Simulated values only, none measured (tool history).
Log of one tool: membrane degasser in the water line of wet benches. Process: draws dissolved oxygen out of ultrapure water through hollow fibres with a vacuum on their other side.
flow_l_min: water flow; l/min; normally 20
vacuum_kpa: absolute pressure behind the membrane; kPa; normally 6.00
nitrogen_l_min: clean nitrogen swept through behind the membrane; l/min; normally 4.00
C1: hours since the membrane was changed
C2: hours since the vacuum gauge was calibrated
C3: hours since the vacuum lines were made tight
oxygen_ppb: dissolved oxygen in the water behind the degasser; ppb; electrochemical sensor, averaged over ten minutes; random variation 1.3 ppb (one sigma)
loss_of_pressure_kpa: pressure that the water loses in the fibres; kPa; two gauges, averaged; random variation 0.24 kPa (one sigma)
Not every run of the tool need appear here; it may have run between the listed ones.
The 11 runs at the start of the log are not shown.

{"run": 12, "hour": 2695.1, "flow_l_min": 20, "vacuum_kpa": 6.0, "nitrogen_l_min": 4.0, "C1": 10075, "C2": 703, "C3": 5417, "oxygen_ppb": 160.6, "loss_of_pressure_kpa": 65.82}
{"run": 13, "hour": 2916.1, "flow_l_min": 20, "vacuum_kpa": 6.0, "nitrogen_l_min": 4.0, "C1": 10296, "C2": 924, "C3": 5638, "oxygen_ppb": 162.0, "loss_of_pressure_kpa": 66.0}
{"run": 14, "hour": 3176.2, "flow_l_min": 20, "vacuum_kpa": 6.0, "nitrogen_l_min": 4.0, "C1": 10556, "C2": 1184, "C3": 5898, "oxygen_ppb": 159.4, "loss_of_pressure_kpa": 65.72}
{"run": 15, "hour": 3485.7, "flow_l_min": 20, "vacuum_kpa": 6.0, "nitrogen_l_min": 4.0, "C1": 10865, "C2": 1494, "C3": 6207, "oxygen_ppb": 164.8, "loss_of_pressure_kpa": 66.02}
{"run": 16, "hour": 3634.7, "flow_l_min": 20, "vacuum_kpa": 6.0, "nitrogen_l_min": 4.0, "C1": 11014, "C2": 1643, "C3": 6356, "oxygen_ppb": 168.9, "loss_of_pressure_kpa": 66.02}
{"run": 17, "hour": 3926.9, "flow_l_min": 22, "vacuum_kpa": 14.1, "nitrogen_l_min": 4.0, "C1": 11307, "C2": 1935, "C3": 6648, "oxygen_ppb": 287.9, "loss_of_pressure_kpa": 72.96}
{"run": 18, "hour": 4175.2, "flow_l_min": 13, "vacuum_kpa": 10.04, "nitrogen_l_min": 4.0, "C1": 11555, "C2": 2183, "C3": 6897, "oxygen_ppb": 130.2, "loss_of_pressure_kpa": 43.38}
{"run": 19, "hour": 4419.8, "flow_l_min": 13, "vacuum_kpa": 10.04, "nitrogen_l_min": 4.0, "C1": 11799, "C2": 2428, "C3": 7141, "oxygen_ppb": 131.4, "loss_of_pressure_kpa": 43.09}
{"run": 20, "hour": 4718.5, "flow_l_min": 30, "vacuum_kpa": 10.04, "nitrogen_l_min": 4.0, "C1": 12098, "C2": 2726, "C3": 7440, "oxygen_ppb": 349.2, "loss_of_pressure_kpa": 99.58}
{"run": 21, "hour": 4870.4, "flow_l_min": 30, "vacuum_kpa": 10.04, "nitrogen_l_min": 4.0, "C1": 12250, "C2": 2878, "C3": 7592, "oxygen_ppb": 350.6, "loss_of_pressure_kpa": 99.57}
{"run": 22, "hour": 5156.8, "flow_l_min": 16, "vacuum_kpa": 7.9, "nitrogen_l_min": 9.51, "C1": 12536, "C2": 3165, "C3": 7878, "oxygen_ppb": 121.3, "loss_of_pressure_kpa": 53.42}
{"run": 23, "hour": 5344.6, "flow_l_min": 14, "vacuum_kpa": 6.08, "nitrogen_l_min": 2.51, "C1": 12724, "C2": 3353, "C3": 8066, "oxygen_ppb": 125.5, "loss_of_pressure_kpa": 46.89}
{"run": 24, "hour": 5520.3, "flow_l_min": 21, "vacuum_kpa": 6.64, "nitrogen_l_min": 2.7, "C1": 12900, "C2": 3528, "C3": 8242, "oxygen_ppb": 212.9, "loss_of_pressure_kpa": 70.63}
{"run": 25, "hour": 5689.9, "flow_l_min": 21, "vacuum_kpa": 6.64, "nitrogen_l_min": 2.7, "C1": 13070, "C2": 3698, "C3": 8411, "oxygen_ppb": 214.7, "loss_of_pressure_kpa": 70.21}
{"run": 26, "hour": 5840.4, "flow_l_min": 18, "vacuum_kpa": 3.69, "nitrogen_l_min": 2.68, "C1": 13220, "C2": 3848, "C3": 8562, "oxygen_ppb": 135.6, "loss_of_pressure_kpa": 60.16}
{"run": 27, "hour": 6113.1, "flow_l_min": 18, "vacuum_kpa": 3.69, "nitrogen_l_min": 2.68, "C1": 13493, "C2": 4121, "C3": 8835, "oxygen_ppb": 134.2, "loss_of_pressure_kpa": 60.6}
{"run": 28, "hour": 6318.0, "flow_l_min": 19, "vacuum_kpa": 5.94, "nitrogen_l_min": 2.68, "C1": 13698, "C2": 4326, "C3": 9039, "oxygen_ppb": 182.2, "loss_of_pressure_kpa": 63.91}
{"run": 29, "hour": 6625.6, "flow_l_min": 14, "vacuum_kpa": 5.94, "nitrogen_l_min": 6.25, "C1": 14005, "C2": 4634, "C3": 9347, "oxygen_ppb": 105.6, "loss_of_pressure_kpa": 47.51}
{"run": 30, "hour": 6832.2, "flow_l_min": 13, "vacuum_kpa": 6.0, "nitrogen_l_min": 4.0, "C1": 14212, "C2": 4840, "C3": 9554, "oxygen_ppb": 105.7, "loss_of_pressure_kpa": 44.02}
{"run": 31, "hour": 7049.6, "flow_l_min": 23, "vacuum_kpa": 8.62, "nitrogen_l_min": 2.99, "C1": 14429, "C2": 5058, "C3": 9771, "oxygen_ppb": 278.4, "loss_of_pressure_kpa": 77.71}

Below are 5 alternative next runs, each starting from the tool's condition after run 31. Predict each:
{"run": "A", "hour": 7192.0, "flow_l_min": 21, "vacuum_kpa": 6.33, "nitrogen_l_min": 8.89, "C1": 14572, "C2": 5200, "C3": 9914, "oxygen_ppb": "?", "loss_of_pressure_kpa": "?"}
{"run": "B", "hour": 7192.0, "flow_l_min": 19, "vacuum_kpa": 6.0, "nitrogen_l_min": 4.0, "C1": 14572, "C2": 5200, "C3": 9914, "oxygen_ppb": "?", "loss_of_pressure_kpa": "?"}
{"run": "C", "hour": 7192.0, "flow_l_min": 21, "vacuum_kpa": 6.0, "nitrogen_l_min": 3.76, "C1": 14572, "C2": 5200, "C3": 9914, "oxygen_ppb": "?", "loss_of_pressure_kpa": "?"}
{"run": "D", "hour": 7192.0, "flow_l_min": 23, "vacuum_kpa": 8.62, "nitrogen_l_min": 1.65, "C1": 14572, "C2": 5200, "C3": 9914, "oxygen_ppb": "?", "loss_of_pressure_kpa": "?"}
{"run": "E", "hour": 7192.0, "flow_l_min": 19, "vacuum_kpa": 10.26, "nitrogen_l_min": 4.73, "C1": 14572, "C2": 5200, "C3": 9914, "oxygen_ppb": "?", "loss_of_pressure_kpa": "?"}

run=A oxygen_ppb=177.7 loss_of_pressure_kpa=71.07
run=B oxygen_ppb=173.4 loss_of_pressure_kpa=64.13
run=C oxygen_ppb=195.8 loss_of_pressure_kpa=71.62
run=D oxygen_ppb=353.6 loss_of_pressure_kpa=77.95
run=E oxygen_ppb=213.8 loss_of_pressure_kpa=64.36
Had the tool no hidden state, the same runs would have come out as:
run=A oxygen_ppb=122.0 loss_of_pressure_kpa=64.34
run=B oxygen_ppb=121.1 loss_of_pressure_kpa=58.04
run=C oxygen_ppb=138.5 loss_of_pressure_kpa=64.83
run=D oxygen_ppb=284.7 loss_of_pressure_kpa=70.56
run=E oxygen_ppb=160.3 loss_of_pressure_kpa=58.27

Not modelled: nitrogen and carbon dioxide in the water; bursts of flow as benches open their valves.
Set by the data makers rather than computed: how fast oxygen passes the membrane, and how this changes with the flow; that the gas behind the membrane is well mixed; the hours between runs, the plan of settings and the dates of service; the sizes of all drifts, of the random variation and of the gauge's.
